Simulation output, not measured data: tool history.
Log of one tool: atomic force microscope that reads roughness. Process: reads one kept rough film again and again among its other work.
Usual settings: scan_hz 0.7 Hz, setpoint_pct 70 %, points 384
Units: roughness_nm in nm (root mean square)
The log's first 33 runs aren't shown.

-- hour=1582.3 new tip fitted
run 34 hour=1618.6 | scan_hz=0.674 setpoint_pct=55 points=482 | roughness_nm=1.698
-- hour=1657 new tip fitted
run 35 hour=1671.1 | scan_hz=0.674 setpoint_pct=55 points=482 | roughness_nm=1.782
-- hour=1730.3 new tip fitted
run 36 hour=1738.3 | scan_hz=0.7 setpoint_pct=58 points=327 | roughness_nm=1.734
run 37 hour=1774.4 | scan_hz=0.78 setpoint_pct=84 points=862 | roughness_nm=1.591
-- hour=1806 new tip fitted
run 38 hour=1813.3 | scan_hz=2.881 setpoint_pct=70 points=384 | roughness_nm=1.614
run 39 hour=1857.2 | scan_hz=2.881 setpoint_pct=70 points=310 | roughness_nm=1.486
-- hour=1885.2 new tip fitted
run 40 hour=1887.4 | scan_hz=2.881 setpoint_pct=70 points=310 | roughness_nm=1.614
run 41 hour=1923.5 | scan_hz=0.964 setpoint_pct=73 points=958 | roughness_nm=1.645
-- hour=1958.4 new tip fitted
run 42 hour=1974.8 | scan_hz=1.265 setpoint_pct=70 points=503 | roughness_nm=1.699

Forecast each of these 3 alternatives for the next run:
-- hour=2032.6 new tip fitted
run A hour=2036.8 | scan_hz=0.7 setpoint_pct=70 points=581 | roughness_nm=?
-- hour=2032.6 new tip fitted
run B hour=2036.8 | scan_hz=1.721 setpoint_pct=62 points=805 | roughness_nm=?
-- hour=2032.6 new tip fitted
run C hour=2036.8 | scan_hz=2.278 setpoint_pct=70 points=256 | roughness_nm=?

run=A roughness_nm=1.787
run=B roughness_nm=1.758
run=C roughness_nm=1.636
Without the tool's hidden state the same runs would have given:
run=A roughness_nm=1.845
run=B roughness_nm=1.815
run=C roughness_nm=1.689

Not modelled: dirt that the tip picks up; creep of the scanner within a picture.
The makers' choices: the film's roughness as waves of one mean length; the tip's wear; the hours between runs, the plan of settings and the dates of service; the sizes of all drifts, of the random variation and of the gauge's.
